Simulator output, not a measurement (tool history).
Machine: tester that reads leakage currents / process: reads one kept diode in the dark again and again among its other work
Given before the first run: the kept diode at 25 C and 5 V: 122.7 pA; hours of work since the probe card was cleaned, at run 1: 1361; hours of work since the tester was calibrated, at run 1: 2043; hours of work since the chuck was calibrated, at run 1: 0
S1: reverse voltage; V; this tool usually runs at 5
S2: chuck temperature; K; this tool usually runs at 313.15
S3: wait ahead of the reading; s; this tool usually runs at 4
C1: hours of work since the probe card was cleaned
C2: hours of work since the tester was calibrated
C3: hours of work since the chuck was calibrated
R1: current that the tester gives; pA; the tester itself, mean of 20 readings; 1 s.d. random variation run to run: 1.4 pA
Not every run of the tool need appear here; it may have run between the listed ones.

run	hour	S1	S2	S3	C1	C2	C3	R1
1	0	5	313.15	4	1361	2043	0	479.37
# hour 51.7: tester calibrated
2	134.5	5	313.15	4	1432	44	71	493.14
3	317.1	5	309.15	4	1530	142	169	358.36
# hour 396.5: probe card cleaned and baked
4	522.1	5	313.15	0.37	67	250	277	504.52
5	636.3	5	313.15	0.37	129	312	338	505.37
6	748.6	5	313.15	1.53	189	372	398	511.75
7	924.7	5	313.15	1.53	283	466	493	522.1
8	1038	5.66	313.15	1.53	344	527	553	551.58
9	1155.3	5	313.15	4	407	590	616	533.42
10	1333.8	5	297.15	4	502	685	712	133.25
# hour 1366.7: chuck's temperature calibrated
11	1546.5	5	297.15	4	615	798	96	118.86
12	1747.4	5	297.15	5.6	723	906	204	122.79
13	1841.9	5	297.15	5.6	773	956	255	123.74
14	2055.8	5	313.15	0.41	888	1071	369	514.8
15	2180.8	5	300.15	0.41	955	1138	436	170.72
16	2320	2.42	326.15	3.87	1029	1213	511	1138.07
17	2506.8	19.32	311.15	0.93	1129	1313	611	793.83
# hour 2722.8: chuck's temperature calibrated
18	2727.3	19.32	311.15	0.93	1247	1430	2	715.61
19	2958.4	1.8	296.15	1.07	1370	1553	126	73.41
20	3152.7	1.34	322.15	3.82	1474	1658	230	624.11
21	3247.8	5	299.15	1.97	1525	1709	281	153.98
# hour 3348.2: probe card cleaned and baked
22	3391.9	5	299.15	1.97	23	1784	357	145.1
23	3607.3	8.58	324.15	1.06	139	1900	472	1576.6
24	3811.2	6.29	313.15	4	248	2009	581	576.53
# hour 3911.3: tester calibrated
25	4004.3	6.29	313.15	4	350	50	684	596.93
# hour 4087.5: chuck's temperature calibrated
26	4107.5	6.29	313.15	4	405	104	11	521.3
27	4305	6.29	313.15	4	510	210	117	530.64
28	4456.4	6.29	313.15	4	592	291	198	540.08
29	4593.6	5	313.15	3.47	665	364	271	503.11
30	4786	7.98	295.15	3.41	768	468	374	128.96

For each entry between runs, how does the tool's hidden state at the last listed run before it compare with that at the first listed run after it?
Run 1 -> run 2: tester calibrated (hour 51.7)
  stray current of the dirty probe card, pA a volt: 2.29 -> 2.401; current scale over the true one, %: -0.89 -> -0.04; true chuck temperature over the reading, C: -0.01 -> 0.15
  measured minus no-state result, R1: +6.38 -> +17.98 pA
Run 3 -> run 4: probe card cleaned and baked (hour 396.5)
  stray current of the dirty probe card, pA a volt: 2.539 -> 0.115; current scale over the true one, %: -0.08 -> -0.13; true chuck temperature over the reading, C: 0.38 -> 0.63
  measured minus no-state result, R1: +23.67 -> +26.08 pA
Run 10 -> run 11: chuck's temperature calibrated (hour 1366.7)
  stray current of the dirty probe card, pA a volt: 0.786 -> 0.959; current scale over the true one, %: -0.3 -> -0.34; true chuck temperature over the reading, C: 1.55 -> 0.3
  measured minus no-state result, R1: +21.15 -> +7.44 pA
Run 17 -> run 18: chuck's temperature calibrated (hour 2722.8)
  stray current of the dirty probe card, pA a volt: 1.741 -> 1.918; current scale over the true one, %: -0.54 -> -0.59; true chuck temperature over the reading, C: 1.41 -> 0.02
  measured minus no-state result, R1: +116.3 -> +33.7 pA
Run 21 -> run 22: probe card cleaned and baked (hour 3348.2)
  stray current of the dirty probe card, pA a volt: 2.358 -> 0.061; current scale over the true one, %: -0.69 -> -0.72; true chuck temperature over the reading, C: 0.65 -> 0.8
  measured minus no-state result, R1: +19 -> +9.64 pA
Run 24 -> run 25: tester calibrated (hour 3911.3)
  stray current of the dirty probe card, pA a volt: 0.407 -> 0.558; current scale over the true one, %: -0.81 -> 0; true chuck temperature over the reading, C: 1.29 -> 1.52
  measured minus no-state result, R1: +58 -> +75.72 pA
Run 25 -> run 26: chuck's temperature calibrated (hour 4087.5)
  stray current of the dirty probe card, pA a volt: 0.558 -> 0.648; current scale over the true one, %: 0 -> -0.02; true chuck temperature over the reading, C: 1.52 -> -0.02
  measured minus no-state result, R1: +75.72 -> +3.06 pA
